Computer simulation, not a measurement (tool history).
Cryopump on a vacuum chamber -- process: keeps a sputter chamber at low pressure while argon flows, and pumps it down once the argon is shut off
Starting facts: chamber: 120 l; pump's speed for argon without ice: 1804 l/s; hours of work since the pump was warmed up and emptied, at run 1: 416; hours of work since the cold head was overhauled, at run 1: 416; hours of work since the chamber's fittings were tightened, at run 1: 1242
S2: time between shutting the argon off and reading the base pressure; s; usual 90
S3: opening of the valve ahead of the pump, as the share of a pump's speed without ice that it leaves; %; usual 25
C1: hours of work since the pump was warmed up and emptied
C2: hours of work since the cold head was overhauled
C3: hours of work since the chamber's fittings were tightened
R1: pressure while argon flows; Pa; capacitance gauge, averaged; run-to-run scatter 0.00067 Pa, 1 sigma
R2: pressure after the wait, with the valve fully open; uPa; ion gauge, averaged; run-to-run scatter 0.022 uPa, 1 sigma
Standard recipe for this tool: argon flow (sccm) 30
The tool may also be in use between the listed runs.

{"run": 1, "hour": 0.0, "argon flow (sccm)": 30, "S2": 90, "S3": 25, "C1": 416, "C2": 416, "C3": 1242, "R1": 0.1179, "R2": 2.8}
{"run": 2, "hour": 15.4, "argon flow (sccm)": 30, "S2": 90, "S3": 25, "C1": 428, "C2": 428, "C3": 1253, "R1": 0.1179, "R2": 2.82}
{"run": 3, "hour": 27.7, "argon flow (sccm)": 30, "S2": 90, "S3": 25, "C1": 437, "C2": 437, "C3": 1263, "R1": 0.1183, "R2": 2.79}
{"run": 4, "hour": 38.2, "argon flow (sccm)": 30, "S2": 90, "S3": 28, "C1": 445, "C2": 445, "C3": 1271, "R1": 0.1056, "R2": 2.86}
{"run": 5, "hour": 51.9, "argon flow (sccm)": 30, "S2": 90, "S3": 23, "C1": 456, "C2": 456, "C3": 1282, "R1": 0.1283, "R2": 2.89}
{"run": 6, "hour": 59.8, "argon flow (sccm)": 30, "S2": 90, "S3": 25, "C1": 462, "C2": 462, "C3": 1288, "R1": 0.1181, "R2": 2.86}
{"run": 7, "hour": 67.3, "argon flow (sccm)": 30, "S2": 90, "S3": 25, "C1": 468, "C2": 468, "C3": 1293, "R1": 0.1187, "R2": 2.92}
{"run": 8, "hour": 83.4, "argon flow (sccm)": 30, "S2": 90, "S3": 25, "C1": 480, "C2": 480, "C3": 1306, "R1": 0.1196, "R2": 2.85}
{"run": 9, "hour": 95.3, "argon flow (sccm)": 30, "S2": 90, "S3": 25, "C1": 489, "C2": 489, "C3": 1315, "R1": 0.1199, "R2": 2.86}
{"hour": 112.4, "done": "pump warmed up, emptied and cooled again"}
{"run": 10, "hour": 117.2, "argon flow (sccm)": 30, "S2": 90, "S3": 25, "C1": 4, "C2": 502, "C3": 1328, "R1": 0.1127, "R2": 2.59}
{"run": 11, "hour": 126.0, "argon flow (sccm)": 30, "S2": 90, "S3": 25, "C1": 10, "C2": 509, "C3": 1335, "R1": 0.1136, "R2": 2.55}
{"run": 12, "hour": 137.1, "argon flow (sccm)": 30, "S2": 90, "S3": 25, "C1": 19, "C2": 517, "C3": 1343, "R1": 0.1133, "R2": 2.55}
{"run": 13, "hour": 153.8, "argon flow (sccm)": 13, "S2": 286, "S3": 28, "C1": 32, "C2": 530, "C3": 1356, "R1": 0.0445, "R2": 2.21}
{"run": 14, "hour": 160.9, "argon flow (sccm)": 28, "S2": 178, "S3": 16, "C1": 37, "C2": 536, "C3": 1361, "R1": 0.1651, "R2": 2.34}
{"run": 15, "hour": 172.2, "argon flow (sccm)": 47, "S2": 180, "S3": 27, "C1": 46, "C2": 544, "C3": 1370, "R1": 0.1648, "R2": 2.33}
{"run": 16, "hour": 183.6, "argon flow (sccm)": 32, "S2": 47, "S3": 32, "C1": 55, "C2": 553, "C3": 1379, "R1": 0.0942, "R2": 3.08}
{"run": 17, "hour": 193.0, "argon flow (sccm)": 32, "S2": 47, "S3": 32, "C1": 62, "C2": 560, "C3": 1386, "R1": 0.0944, "R2": 3.09}
{"run": 18, "hour": 204.3, "argon flow (sccm)": 30, "S2": 172, "S3": 28, "C1": 71, "C2": 569, "C3": 1395, "R1": 0.1011, "R2": 2.4}
{"run": 19, "hour": 218.5, "argon flow (sccm)": 31, "S2": 123, "S3": 56, "C1": 81, "C2": 580, "C3": 1406, "R1": 0.0523, "R2": 2.59}
{"run": 20, "hour": 235.5, "argon flow (sccm)": 31, "S2": 123, "S3": 56, "C1": 94, "C2": 593, "C3": 1419, "R1": 0.0533, "R2": 2.53}
{"run": 21, "hour": 249.3, "argon flow (sccm)": 45, "S2": 299, "S3": 56, "C1": 105, "C2": 604, "C3": 1429, "R1": 0.0774, "R2": 2.48}
{"run": 22, "hour": 261.7, "argon flow (sccm)": 45, "S2": 99, "S3": 56, "C1": 115, "C2": 613, "C3": 1439, "R1": 0.0765, "R2": 2.78}

Describe how what the log doesn't record of the tool's condition differs between the last listed run preceding each entry between runs and the first listed run following it.
In the gap between runs 9 and 10: pump warmed up, emptied and cooled again (hour 112.4)
  pump's speed, % of a pump's without ice: 82.9 -> 99.7; leak into the chamber, uPa l/s: 3608 -> 3641
  measured result minus the result with no hidden state, R1: +0.0061 -> +0.0003 Pa; R2: +2.23 -> +1.93 uPa
